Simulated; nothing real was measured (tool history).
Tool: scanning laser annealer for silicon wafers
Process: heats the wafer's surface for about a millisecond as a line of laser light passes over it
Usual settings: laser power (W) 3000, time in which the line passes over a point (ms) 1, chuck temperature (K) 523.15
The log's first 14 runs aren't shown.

run,hour,laser power (W),time in which the line passes over a point (ms),chuck temperature (K),hours of work since the window was cleaned,hours of work since the power meter was calibrated,hours of work since the optics were aligned,highest temperature of the surface (K)
15,427.2,3000,1.07,523.15,56,873,1076,1312.15
# hour 444.6: window over the wafer cleaned, once more
16,460.4,3000,1.07,540.15,11,895,1099,1368.15
17,500.3,3000,1,539.15,40,923,1127,1333.15
18,520.1,3000,1,539.15,53,937,1141,1338.15
19,560.9,3000,1,539.15,82,966,1170,1333.15
20,583,3000,0.74,523.15,98,982,1185,1186.15
21,610.5,3000,0.74,523.15,118,1002,1205,1184.15
22,638.8,2831,1,561.15,138,1022,1225,1308.15
23,665.2,2831,1,561.15,156,1040,1244,1308.15
# hour 699.6: optics aligned, line set to its width
24,708,2926,1,488.15,183,1067,6,1270.15
25,736.6,2754,0.72,505.15,203,1087,26,1111.15
26,772.5,2754,0.72,505.15,229,1113,52,1113.15
27,811.9,2754,0.72,505.15,257,1141,80,1109.15
28,835.9,3000,0.98,516.15,274,1158,97,1303.15
29,865,3000,0.82,554.15,294,1178,117,1260.15
30,888.5,3294,1.12,523.15,311,1195,134,1452.15
31,913.4,3294,1.12,523.15,329,1213,151,1455.15
32,946.4,3294,1.12,483.15,352,1236,175,1414.15

Forecast run 33:
33,976.2,3281,1,523.15,373,1257,196,?

{"run 33": {"highest temperature of the surface (K)": 1386.15}}
Without the tool's hidden state the same run would have given highest temperature of the surface (K) 1413.15.

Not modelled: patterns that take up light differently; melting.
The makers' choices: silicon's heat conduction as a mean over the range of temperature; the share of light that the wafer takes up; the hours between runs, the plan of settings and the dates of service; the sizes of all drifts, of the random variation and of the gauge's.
